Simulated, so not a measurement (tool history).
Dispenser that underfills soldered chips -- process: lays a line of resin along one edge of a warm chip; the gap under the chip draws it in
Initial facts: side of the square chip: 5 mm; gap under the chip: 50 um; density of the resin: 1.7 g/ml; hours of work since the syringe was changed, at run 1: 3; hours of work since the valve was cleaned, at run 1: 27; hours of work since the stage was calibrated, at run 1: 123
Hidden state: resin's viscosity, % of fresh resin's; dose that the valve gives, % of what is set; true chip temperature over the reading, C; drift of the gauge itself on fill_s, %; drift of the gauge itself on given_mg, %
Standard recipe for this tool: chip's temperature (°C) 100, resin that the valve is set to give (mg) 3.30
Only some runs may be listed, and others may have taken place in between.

| run | day | chip's temperature (°C) | resin that the valve is set to give (mg) | hours of work since the syringe was changed | hours of work since the valve was cleaned | hours of work since the stage was calibrated | time until the resin shows at the far edge (s) | resin that the valve gave (mg) |
|---|---|---|---|---|---|---|---|---|
| 1 | 0.000 | 100 | 3.30 | 3 | 27 | 123 | 37.2 | 3.263 |
| 2 | 0.246 | 110 | 3.30 | 7 | 31 | 126 | 28.7 | 3.254 |
| 3 | 0.538 | 110 | 3.30 | 11 | 35 | 131 | 35.3 | 3.244 |
|  | 0.588 | new syringe of resin |
| 4 | 0.800 | 110 | 3.30 | 3 | 39 | 134 | 24.6 | 3.258 |
| 5 | 1.038 | 110 | 3.30 | 7 | 42 | 138 | 29.3 | 3.249 |
| 6 | 1.321 | 101 | 3.30 | 11 | 47 | 142 | 51.1 | 3.240 |
|  | 1.404 | new syringe of resin |
| 7 | 1.554 | 101 | 3.30 | 2 | 50 | 146 | 34.4 | 3.217 |
| 8 | 1.825 | 108 | 3.30 | 6 | 54 | 150 | 31.0 | 3.248 |
| 9 | 2.133 | 100 | 3.30 | 11 | 58 | 154 | 51.5 | 3.225 |
|  | 2.238 | new syringe of resin |
| 10 | 2.304 | 100 | 3.30 | 1 | 61 | 156 | 32.7 | 3.249 |
| 11 | 2.500 | 112 | 3.20 | 4 | 64 | 159 | 22.9 | 3.127 |
| 12 | 2.654 | 104 | 4.05 | 6 | 66 | 162 | 34.6 | 3.952 |
| 13 | 2.921 | 104 | 3.91 | 10 | 70 | 166 | 40.7 | 3.814 |
|  | 3.058 | new syringe of resin |
| 14 | 3.208 | 104 | 3.02 | 2 | 74 | 170 | 30.1 | 2.920 |
| 15 | 3.371 | 103 | 3.30 | 5 | 76 | 172 | 34.9 | 3.204 |
| 16 | 3.671 | 96 | 3.93 | 9 | 81 | 177 | 54.6 | 3.808 |
| 17 | 3.825 | 96 | 3.24 | 11 | 83 | 179 | 62.4 | 3.133 |
|  | 3.879 | new syringe of resin |
| 18 | 4.062 | 97 | 3.00 | 3 | 87 | 182 | 41.4 | 2.908 |
| 19 | 4.379 | 97 | 3.13 | 7 | 91 | 187 | 51.9 | 3.024 |

For some of the steps in time until the resin shows at the far edge (s) from one run to the next: how much would appear even if the tool had no hidden state, given the settings, what came in and random variation, and how much remains for the hidden state plus any gauge scatter that the measured result and the result without hidden state don't share?
Run 5 -> 6: chip's temperature (°C) 110 -> 101. time until the resin shows at the far edge (s) +21.8: hidden state +12.7, all else +9.1.
Run 17 -> 18: chip's temperature (°C) 96 -> 97, resin that the valve is set to give (mg) 3.24 -> 3.00, new syringe of resin. time until the resin shows at the far edge (s) -21.0: hidden state -20.1, all else -0.9.
